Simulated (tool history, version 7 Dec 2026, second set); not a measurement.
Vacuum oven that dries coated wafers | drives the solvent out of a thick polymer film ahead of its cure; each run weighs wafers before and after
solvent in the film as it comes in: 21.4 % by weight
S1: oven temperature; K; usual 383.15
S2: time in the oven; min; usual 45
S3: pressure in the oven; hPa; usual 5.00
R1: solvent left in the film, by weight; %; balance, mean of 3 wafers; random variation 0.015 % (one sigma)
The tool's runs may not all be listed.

run,hour,S1,S2,S3,R1
1,0.0,383.15,45,5.00,3.27
2,14.7,383.15,45,2.83,3.05
3,27.5,383.15,45,2.83,3.05
4,40.0,383.15,45,2.83,3.04
5,46.8,383.15,45,2.83,3.07
6,53.5,383.15,45,2.83,3.07
7,68.0,383.15,45,2.83,3.06
8,76.2,383.15,45,2.83,3.06
9,86.8,383.15,45,2.83,3.07
10,93.0,383.15,52,5.00,2.58
11,102.5,383.15,28,5.00,5.95
12,117.2,383.15,28,5.00,5.93
13,128.3,384.15,74,5.00,1.15
14,134.7,385.15,29,11.00,5.34
15,148.1,385.15,29,11.00,5.35
16,158.3,391.15,61,5.00,0.67
17,168.8,391.15,61,5.00,0.71
18,182.9,391.15,61,5.00,0.70
19,189.4,391.15,61,5.00,0.71
20,204.4,387.15,45,9.93,2.48
21,210.9,383.15,72,13.13,2.17
22,221.6,375.15,69,2.63,3.51
23,231.6,375.15,69,2.63,3.51
24,245.5,392.15,50,2.90,0.75

Forecast each of these 3 alternatives for the next run:
A,259.8,371.15,51,11.72,?
B,259.8,383.15,50,14.85,?
C,259.8,384.15,45,15.77,?

run,R1
A,7.81
B,3.54
C,3.76
Without the tool's hidden state the same runs would have given:
run,R1
A,8.21
B,3.82
C,4.06
